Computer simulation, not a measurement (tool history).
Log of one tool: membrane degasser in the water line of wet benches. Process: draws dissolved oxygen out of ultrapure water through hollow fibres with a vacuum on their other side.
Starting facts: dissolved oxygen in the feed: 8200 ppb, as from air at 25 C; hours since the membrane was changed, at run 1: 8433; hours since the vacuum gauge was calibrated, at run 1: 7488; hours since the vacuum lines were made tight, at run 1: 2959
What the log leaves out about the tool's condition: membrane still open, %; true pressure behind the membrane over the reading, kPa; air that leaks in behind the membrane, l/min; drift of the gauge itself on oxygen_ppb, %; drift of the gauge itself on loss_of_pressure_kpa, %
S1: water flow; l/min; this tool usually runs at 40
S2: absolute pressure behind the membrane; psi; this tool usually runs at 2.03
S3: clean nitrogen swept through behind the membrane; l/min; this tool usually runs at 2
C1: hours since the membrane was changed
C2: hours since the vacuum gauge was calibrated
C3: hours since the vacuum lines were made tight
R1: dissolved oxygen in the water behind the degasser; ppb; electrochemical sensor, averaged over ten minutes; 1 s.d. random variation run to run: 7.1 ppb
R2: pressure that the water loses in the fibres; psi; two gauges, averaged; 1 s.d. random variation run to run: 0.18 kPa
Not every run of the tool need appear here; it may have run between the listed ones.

| run | hour | S1 | S2 | S3 | C1 | C2 | C3 | R1 | R2 |
|---|---|---|---|---|---|---|---|---|---|
| 1 | 0 | 40 | 2.03 | 2 | 8433 | 7488 | 2959 | 755.9 | 4.859 |
| 2 | 176.3 | 40 | 2.03 | 2 | 8610 | 7665 | 3135 | 749.7 | 4.831 |
| 3 | 291.7 | 40 | 2.03 | 0.96 | 8725 | 7780 | 3250 | 1076.7 | 4.878 |
|  | 319.9 | vacuum gauge calibrated |
| 4 | 472.4 | 40 | 2.03 | 2 | 8905 | 153 | 3431 | 722.8 | 4.888 |
| 5 | 660 | 40 | 2.03 | 2 | 9093 | 340 | 3618 | 740.3 | 4.934 |
| 6 | 854.7 | 40 | 2.03 | 2 | 9288 | 535 | 3813 | 733.7 | 4.905 |
| 7 | 1058.4 | 40 | 2.03 | 0.96 | 9491 | 738 | 4017 | 1080.4 | 4.869 |
| 8 | 1183.1 | 40 | 1.46 | 2 | 9616 | 863 | 4141 | 600.7 | 4.901 |
| 9 | 1341.7 | 40 | 1.46 | 2 | 9775 | 1022 | 4300 | 587.2 | 4.859 |
| 10 | 1460.5 | 40 | 2.03 | 2 | 9893 | 1141 | 4419 | 743.3 | 4.885 |
| 11 | 1597.8 | 40 | 2.03 | 2 | 10031 | 1278 | 4556 | 743.5 | 4.85 |
| 12 | 1806.8 | 40 | 2.47 | 2 | 10240 | 1487 | 4765 | 850.4 | 4.854 |

Run 13 has not been measured yet. What should we expect?
| 13 | 1897.6 | 40 | 2.47 | 2 | 10331 | 1578 | 4856 | ? | ? |

{"run 13": {"R1": 854.1, "R2": 4.876}}
Minus the tool's unlogged condition, the same run would have read R1 813.9 ppb, R2 4.669 psi.
